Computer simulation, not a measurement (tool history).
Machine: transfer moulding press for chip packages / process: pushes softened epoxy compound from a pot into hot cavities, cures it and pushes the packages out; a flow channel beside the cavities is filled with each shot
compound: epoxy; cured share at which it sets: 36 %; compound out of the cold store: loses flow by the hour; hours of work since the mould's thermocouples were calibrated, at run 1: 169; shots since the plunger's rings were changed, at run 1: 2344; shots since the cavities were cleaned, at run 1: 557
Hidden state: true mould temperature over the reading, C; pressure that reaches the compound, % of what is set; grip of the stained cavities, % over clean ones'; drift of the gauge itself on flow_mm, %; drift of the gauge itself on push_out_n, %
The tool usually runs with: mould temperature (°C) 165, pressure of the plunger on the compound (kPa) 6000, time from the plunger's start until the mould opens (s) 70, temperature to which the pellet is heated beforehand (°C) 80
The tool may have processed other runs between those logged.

run	hour	mould temperature (°C)	pressure of the plunger on the compound (kPa)	time from the plunger's start until the mould opens (s)	temperature to which the pellet is heated beforehand (°C)	hours of work since the mould's thermocouples were calibrated	shots since the plunger's rings were changed	shots since the cavities were cleaned	incoming compound's hours out of the cold store	length that the compound runs in the flow channel (mm)	greatest force on the pins that push the packages out (N)
1	0	165	6000	70	80	169	2344	557	22.9	748	312
# hour 4.6: cavities cleaned with cleaning compound and waxed
2	10.9	165	6000	70	80	176	2510	112	33.9	711	250
3	17.4	165	6000	70	80	181	2625	227	31.8	717	266
4	25.2	166	6000	70	80	187	2764	366	42	686	265
5	33.4	165	7000	70	80	194	2909	511	42.5	742	305
# hour 40.3: cavities cleaned with cleaning compound and waxed
6	42.6	165	7000	70	83	199	3046	41	35.9	760	226
7	50.2	165	6520	70	80	205	3181	176	18.8	784	271
# hour 56: plunger's sealing rings changed
8	57.8	165	6000	70	84	209	32	266	36.7	715	269
9	64.1	165	6000	70	84	214	143	377	38	709	283
10	72.6	165	6000	70	74	221	295	529	41.8	700	294
# hour 78: cavities cleaned with cleaning compound and waxed
11	84	165	6000	70	74	228	471	107	23.7	754	249
12	88.8	169	6000	79	78	232	556	192	32.4	720	225
13	95.4	166	6190	85	83	237	672	308	22.3	766	242
14	101.1	166	6190	85	83	241	773	409	31.4	740	250
15	110.5	165	4610	70	80	248	941	577	42	613	304
# hour 113.7: cavities cleaned with cleaning compound and waxed
16	120.1	165	4610	70	80	255	1084	114	42.8	605	232
17	126.4	169	4610	70	80	259	1196	226	31.2	633	234
18	132.5	169	4610	58	84	264	1304	334	20.8	658	311
19	138.3	161	5360	70	71	268	1406	436	21.4	721	369
# hour 148.8: cavities cleaned with cleaning compound and waxed
20	148.8	165	6000	62	80	275	1566	0	16.2	768	284
21	157.6	165	6000	62	80	282	1722	156	25.5	742	319
22	167.6	171	4960	62	80	290	1900	334	40.6	619	253

Below, each run's measurement less what the same run would have read without the hidden state. Both values contain the same run-to-run variation, but the gauge's scatter may not be the same in both:
run	length that the compound runs in the flow channel (mm)	greatest force on the pins that push the packages out (N)
1	-16	+84
2	-15	+23
3	-17	+43
4	-17	+57
5	-19	+78
6	-20	+8
7	-23	+35
8	-2	+46
9	-2	+61
10	-3	+75
11	-4	+22
12	-5	+33
13	-6	+49
14	-6	+57
15	-6	+79
16	-6	+23
17	-7	+39
18	-8	+62
19	-10	+84
20	-11	-3
21	-13	+33
22	-11	+52
